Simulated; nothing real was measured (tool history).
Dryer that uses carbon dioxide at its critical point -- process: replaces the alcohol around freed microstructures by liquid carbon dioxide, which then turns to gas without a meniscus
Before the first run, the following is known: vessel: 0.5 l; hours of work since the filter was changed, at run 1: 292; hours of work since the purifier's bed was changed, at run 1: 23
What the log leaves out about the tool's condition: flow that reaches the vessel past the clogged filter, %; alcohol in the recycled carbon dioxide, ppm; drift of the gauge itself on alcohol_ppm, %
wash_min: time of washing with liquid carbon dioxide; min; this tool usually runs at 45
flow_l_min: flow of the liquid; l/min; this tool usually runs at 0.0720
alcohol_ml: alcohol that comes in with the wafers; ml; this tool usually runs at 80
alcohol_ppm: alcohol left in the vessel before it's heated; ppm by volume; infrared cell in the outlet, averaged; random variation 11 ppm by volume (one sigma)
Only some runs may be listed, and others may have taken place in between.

| run | day | wash_min | flow_l_min | alcohol_ml | hours of work since the filter was changed | hours of work since the purifier's bed was changed | alcohol_ppm |
|---|---|---|---|---|---|---|---|
| 1 | 0.000 | 45 | 0.0720 | 80 | 292 | 23 | 1294 |
| 2 | 1.512 | 45 | 0.0944 | 80 | 313 | 45 | 324 |
| 3 | 2.783 | 45 | 0.0944 | 80 | 331 | 62 | 353 |
| 4 | 4.117 | 45 | 0.0720 | 80 | 350 | 81 | 1444 |
| 5 | 5.050 | 52 | 0.0720 | 80 | 363 | 94 | 706 |
| 6 | 5.962 | 45 | 0.0515 | 80 | 376 | 107 | 5354 |
|  | 6.642 | inlet filter changed |
| 7 | 6.933 | 45 | 0.0515 | 80 | 4 | 120 | 3135 |
| 8 | 7.596 | 45 | 0.0515 | 80 | 13 | 129 | 3107 |
| 9 | 8.400 | 45 | 0.0515 | 80 | 25 | 141 | 3238 |
| 10 | 9.675 | 45 | 0.1131 | 80 | 43 | 159 | 63 |
| 11 | 11.133 | 45 | 0.1131 | 80 | 63 | 179 | 68 |
| 12 | 11.921 | 45 | 0.0720 | 22 | 74 | 190 | 256 |
| 13 | 13.304 | 45 | 0.0720 | 22 | 93 | 209 | 265 |
| 14 | 14.333 | 45 | 0.0720 | 80 | 108 | 224 | 884 |
| 15 | 15.412 | 45 | 0.0720 | 80 | 123 | 239 | 919 |
| 16 | 16.188 | 48 | 0.0638 | 113 | 134 | 250 | 1684 |
| 17 | 16.925 | 40 | 0.0455 | 41 | 144 | 260 | 4300 |
| 18 | 18.196 | 47 | 0.0772 | 25 | 162 | 278 | 201 |
| 19 | 18.967 | 33 | 0.0600 | 42 | 173 | 289 | 3755 |
| 20 | 20.321 | 33 | 0.0600 | 90 | 192 | 308 | 7973 |
| 21 | 21.021 | 40 | 0.0816 | 90 | 202 | 318 | 1227 |
| 22 | 21.862 | 40 | 0.0816 | 90 | 213 | 329 | 1282 |
| 23 | 22.550 | 40 | 0.0816 | 90 | 223 | 339 | 1304 |
| 24 | 23.858 | 28 | 0.0720 | 35 | 241 | 357 | 3301 |
| 25 | 25.346 | 45 | 0.1154 | 101 | 262 | 378 | 157 |
| 26 | 26.892 | 45 | 0.1154 | 101 | 284 | 400 | 161 |
| 27 | 27.562 | 37 | 0.1047 | 62 | 293 | 409 | 485 |
| 28 | 29.046 | 72 | 0.0845 | 80 | 314 | 430 | 78 |
| 29 | 30.200 | 72 | 0.0845 | 80 | 330 | 446 | 89 |
| 30 | 31.554 | 72 | 0.0845 | 80 | 349 | 465 | 100 |

How would selected steps in alcohol_ppm from run to run divide? Give the signed amount a tool lacking its hidden state would still show from settings, what came in and random variation, and the signed amount left for the hidden state, including any gauge scatter that is not in both of the compared results.
Run 5 -> 6: wash_min 52 -> 45, flow_l_min 0.0720 -> 0.0515. alcohol_ppm +4648 ppm by volume: hidden state +1932, all else +2716.
Run 6 -> 7: inlet filter changed. alcohol_ppm -2219 ppm by volume: hidden state -2255, all else +36.
Run 19 -> 20: alcohol_ml 42 -> 90. alcohol_ppm +4218 ppm by volume: hidden state +1050, all else +3168.
Run 20 -> 21: wash_min 33 -> 40, flow_l_min 0.0600 -> 0.0816. alcohol_ppm -6746 ppm by volume: hidden state -1407, all else -5339.
